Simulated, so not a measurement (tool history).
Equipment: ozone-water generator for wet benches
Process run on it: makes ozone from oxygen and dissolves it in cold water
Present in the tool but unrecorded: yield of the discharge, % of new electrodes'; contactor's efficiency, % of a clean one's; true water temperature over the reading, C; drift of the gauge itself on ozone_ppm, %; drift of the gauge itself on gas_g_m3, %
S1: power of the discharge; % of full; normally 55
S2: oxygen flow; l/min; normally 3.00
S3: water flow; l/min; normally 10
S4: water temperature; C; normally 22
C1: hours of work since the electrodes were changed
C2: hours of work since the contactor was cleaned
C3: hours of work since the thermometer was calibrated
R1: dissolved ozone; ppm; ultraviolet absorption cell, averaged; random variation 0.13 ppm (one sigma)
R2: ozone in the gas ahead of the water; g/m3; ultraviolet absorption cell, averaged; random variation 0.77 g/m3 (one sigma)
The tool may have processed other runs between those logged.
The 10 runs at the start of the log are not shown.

run    hour  S1    S2  S3  S4    C1    C2    C3    R1     R2
 11  1137.7  55  3.00   8  22  2337  1791  2337  15.5  115.8
 12  1235.9  55  3.00   8  22  2419  1872  2419  15.5  113.7
 13  1389.1  55  3.00   8  22  2546  1999  2546  15.5  113.6
 14  1501.7  55  3.00  10  22  2640  2093  2640  12.9  113.4
 15  1644.8  55  3.00  10  22  2758  2212  2758  12.7  114.4
 16  1752.9  90  4.13   9  28  2848  2302  2848  16.8  134.2
 17  1835.7  90  2.05   9  28  2917  2370  2917  18.5  201.4
 18  1993.0  90  2.05   9  28  3048  2501  3048  18.6  198.9
     2003.8  -- water thermometer calibrated
 19  2077.6  90  2.05   9  28  3117  2571    61  18.4  197.6
 20  2149.1  47  3.00  15  19  3177  2630   121   8.3   99.6
 21  2229.5  45  3.00  10  14  3243  2697   187  12.6   98.3
 22  2350.3  45  3.00  10  14  3344  2797   288  12.5   97.3

Estimate the outcome of run 23 from the log above:
 23  2499.8  41  1.76  14  25  3468  2921  412   ?   ?

R1: 6.9 ppm
R2: 122.6 g/m3
Were there no unlogged condition in the tool, this run, its random variation unchanged, would have produced R1 7.6 ppm, R2 126.7 g/m3.

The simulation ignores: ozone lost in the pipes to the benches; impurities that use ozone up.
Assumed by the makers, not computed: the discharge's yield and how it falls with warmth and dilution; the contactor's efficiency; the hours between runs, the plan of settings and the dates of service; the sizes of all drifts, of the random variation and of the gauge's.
